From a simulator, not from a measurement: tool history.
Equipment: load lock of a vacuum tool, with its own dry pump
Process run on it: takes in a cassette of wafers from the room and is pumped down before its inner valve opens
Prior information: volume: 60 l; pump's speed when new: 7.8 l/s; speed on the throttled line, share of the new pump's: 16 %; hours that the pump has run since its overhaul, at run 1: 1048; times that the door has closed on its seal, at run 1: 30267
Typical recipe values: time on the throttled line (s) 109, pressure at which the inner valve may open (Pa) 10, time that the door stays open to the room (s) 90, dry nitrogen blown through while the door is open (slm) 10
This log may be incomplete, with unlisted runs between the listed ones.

| run | hour | time on the throttled line (s) | pressure at which the inner valve may open (Pa) | time that the door stays open to the room (s) | dry nitrogen blown through while the door is open (slm) | hours that the pump has run since its overhaul | times that the door has closed on its seal | incoming humidity of the room's air, % | time from the closed door until the inner valve may open (s) | rise of the pressure with all valves shut (Pa/min) |
|---|---|---|---|---|---|---|---|---|---|---|
| 1 | 0 | 109 | 10 | 90 | 10 | 1048 | 30267 | 47.2 | 163.1 | 0.196 |
| 2 | 151.5 | 109 | 14 | 90 | 10 | 1200 | 30827 | 45.4 | 161.3 | 0.198 |
| 3 | 345.3 | 109 | 14 | 90 | 10 | 1394 | 31544 | 46.6 | 160.1 | 0.205 |
| 4 | 592.2 | 109 | 10 | 90 | 10 | 1641 | 32457 | 46.3 | 163.2 | 0.21 |
| 5 | 768.8 | 109 | 10 | 90 | 10 | 1817 | 33109 | 43.8 | 161.3 | 0.206 |
| 6 | 893 | 108 | 10 | 90 | 10 | 1941 | 33568 | 42.9 | 162.2 | 0.201 |
| 7 | 1094.5 | 108 | 10 | 90 | 10 | 2143 | 34313 | 42.9 | 162.3 | 0.209 |
| 8 | 1209.9 | 109 | 10 | 90 | 23 | 2258 | 34740 | 42.1 | 163.6 | 0.199 |
| 9 | 1480.3 | 109 | 19 | 131 | 34 | 2529 | 35740 | 47.2 | 158.7 | 0.216 |
| 10 | 1688.5 | 109 | 10 | 90 | 35 | 2737 | 36509 | 43.1 | 164.2 | 0.201 |
| 11 | 1838.5 | 109 | 19 | 178 | 10 | 2887 | 37064 | 43.2 | 158.5 | 0.279 |
| 12 | 2078.9 | 116 | 10 | 38 | 10 | 3127 | 37952 | 45 | 173.1 | 0.201 |
| 13 | 2237.6 | 215 | 10 | 50 | 7 | 3286 | 38539 | 43.9 | 254.4 | 0.22 |

Forecast each of these 5 alternatives for the next run:
| A | 2505.2 | 109 | 10 | 45 | 16 | 3554 | 39528 | 47.3 | ? | ? |
| B | 2505.2 | 125 | 10 | 90 | 35 | 3554 | 39528 | 44.5 | ? | ? |
| C | 2505.2 | 109 | 10 | 51 | 10 | 3554 | 39528 | 45.3 | ? | ? |
| D | 2505.2 | 65 | 10 | 26 | 7 | 3554 | 39528 | 45.1 | ? | ? |
| E | 2505.2 | 59 | 10 | 90 | 10 | 3554 | 39528 | 47.1 | ? | ? |

| run | time from the closed door until the inner valve may open (s) | rise of the pressure with all valves shut (Pa/min) |
|---|---|---|
| A | 165.2 | 0.214 |
| B | 177.9 | 0.22 |
| C | 164 | 0.222 |
| D | 127.3 | 0.209 |
| E | 121.8 | 0.246 |
What these runs would have given with no unlogged condition in the tool:
| run | time from the closed door until the inner valve may open (s) | rise of the pressure with all valves shut (Pa/min) |
|---|---|---|
| A | 162.6 | 0.039 |
| B | 175.4 | 0.046 |
| C | 161.4 | 0.05 |
| D | 124.3 | 0.035 |
| E | 118.8 | 0.075 |
